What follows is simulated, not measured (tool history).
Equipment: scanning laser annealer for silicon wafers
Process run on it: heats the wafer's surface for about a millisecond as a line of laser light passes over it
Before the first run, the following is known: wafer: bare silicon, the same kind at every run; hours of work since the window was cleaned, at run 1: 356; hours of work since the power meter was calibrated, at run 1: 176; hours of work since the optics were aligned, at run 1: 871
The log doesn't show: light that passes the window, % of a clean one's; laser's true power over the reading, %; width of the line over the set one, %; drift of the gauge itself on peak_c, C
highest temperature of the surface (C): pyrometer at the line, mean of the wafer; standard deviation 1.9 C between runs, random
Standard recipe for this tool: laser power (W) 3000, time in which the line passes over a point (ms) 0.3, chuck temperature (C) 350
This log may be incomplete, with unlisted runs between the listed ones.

run,day,laser power (W),time in which the line passes over a point (ms),chuck temperature (C),hours of work since the window was cleaned,hours of work since the power meter was calibrated,hours of work since the optics were aligned,highest temperature of the surface (C)
1,0,3000,0.3,350,356,176,871,1067
2,0.408,2833,0.3,350,360,181,876,1026
3,0.717,2833,0.3,350,364,185,879,1027
4,1.154,2833,0.3,350,369,190,885,1027
5,1.596,2833,0.3,350,374,195,890,1029
6,1.892,2833,0.3,350,378,198,893,1025
7,2.096,3000,0.3,350,380,201,895,1067
8,2.546,3000,0.3,350,385,206,901,1068
9,2.904,3000,0.3,350,389,210,905,1069
10,3.125,3000,0.3,350,392,213,907,1065
11,3.521,3000,0.3,350,396,217,912,1063
12,3.796,3000,0.3,350,400,221,915,1064
# day 4.038: optics aligned, line set to its width
13,4.388,3000,0.3,350,404,225,4,1063
14,4.762,3000,0.3,350,408,229,8,1060
15,5.25,2976,0.3,350,414,235,14,1057
16,5.558,2960,0.344,360,418,239,18,1120
17,6.038,2960,0.344,360,423,244,23,1117
# day 6.596: optics aligned, line set to its width, once more
18,6.596,2960,0.344,360,427,248,0,1122
19,6.938,2624,0.309,321,431,252,4,954
20,7.158,2913,0.266,334,434,255,7,988
21,7.483,2726,0.277,350,438,259,10,979
22,7.683,3000,0.3,329,440,261,13,1048
23,8.142,3000,0.225,350,445,266,18,969
24,8.458,2860,0.245,380,449,270,22,996
25,8.958,2750,0.3,341,455,276,27,998
26,9.367,2989,0.24,338,460,280,32,975
27,9.629,2615,0.255,350,463,284,35,921
28,9.962,3000,0.239,350,466,287,39,986
29,10.212,3000,0.239,350,469,290,42,986
30,10.529,3000,0.239,350,473,294,46,984

Alternative continuations, all from the tool just after run 30; predict every row:
A,11.021,3000,0.211,382,479,300,51,?
B,11.021,2701,0.339,350,479,300,51,?
C,11.021,2867,0.227,365,479,300,51,?
D,11.021,3044,0.351,367,479,300,51,?
E,11.021,2569,0.276,357,479,300,51,?

run,highest temperature of the surface (C)
A,979
B,1034
C,955
D,1154
E,942
The same runs, with their run-to-run variation unchanged, on a tool lacking any hidden condition would have given:
run,highest temperature of the surface (C)
A,1001
B,1060
C,977
D,1184
E,964
